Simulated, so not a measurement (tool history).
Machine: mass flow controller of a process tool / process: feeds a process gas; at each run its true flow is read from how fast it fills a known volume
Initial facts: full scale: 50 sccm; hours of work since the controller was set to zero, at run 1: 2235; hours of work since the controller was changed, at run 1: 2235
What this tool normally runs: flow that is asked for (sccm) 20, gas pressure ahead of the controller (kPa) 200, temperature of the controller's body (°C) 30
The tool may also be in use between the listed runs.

run	hour	flow that is asked for (sccm)	gas pressure ahead of the controller (kPa)	temperature of the controller's body (°C)	hours of work since the controller was set to zero	hours of work since the controller was changed	true flow (%)
1	0	20	200	30	2235	2235	100.32
2	155.5	20	200	30	2293	2293	100.55
3	295.6	20	200	30	2344	2344	100.59
4	363.2	7	200	30	2369	2369	102.61
5	431	20	250	30	2394	2394	100.29
6	511.8	20	233	30	2424	2424	100.37
7	584.5	20	233	30	2451	2451	100.36
8	715.6	20	200	33	2499	2499	100.28
9	872.7	20	200	33	2557	2557	100.37
10	1009.1	20	200	33	2607	2607	100.4
11	1118.6	20	200	33	2647	2647	100.53
12	1264.1	20	200	33	2701	2701	100.58
13	1384.1	20	200	33	2745	2745	100.69
14	1506.3	20	200	22	2790	2790	101.98
15	1648.6	20	200	30	2843	2843	100.98
# hour 1656.7: controller's zero set anew
16	1765.7	20	200	21	40	2886	103.28
17	1878.9	20	200	37	82	2927	101.33
18	1957.5	31	248	25	111	2956	101.82
19	2040.3	15	248	21	141	2987	103.75
20	2111.1	36	248	39	167	3013	100.25
21	2213.5	7	175	30	205	3051	107.32
22	2343.3	5	156	40	253	3098	109.83
23	2502.8	24	260	26	312	3157	102.03
# hour 2644.2: controller's zero set anew, once more
24	2649.2	20	264	27	2	3211	99.29
25	2764.9	20	198	20	44	3254	100.56
26	2907.2	20	198	20	97	3306	100.65
27	3004.9	37	146	39	133	3342	99.65
28	3126	14	238	31	178	3387	99.09
29	3233.2	14	238	31	217	3426	98.95

Here are 3 independent what-if runs from the current tool condition. What would each one return?
A	3324.7	20	182	30	251	3460	?
B	3324.7	20	225	30	251	3460	?
C	3324.7	27	243	26	251	3460	?

run	true flow (%)
A	99.8
B	99.49
C	100.06
With no hidden state in the tool, these same runs would have given:
run	true flow (%)
A	98.4
B	98.08
C	98.7
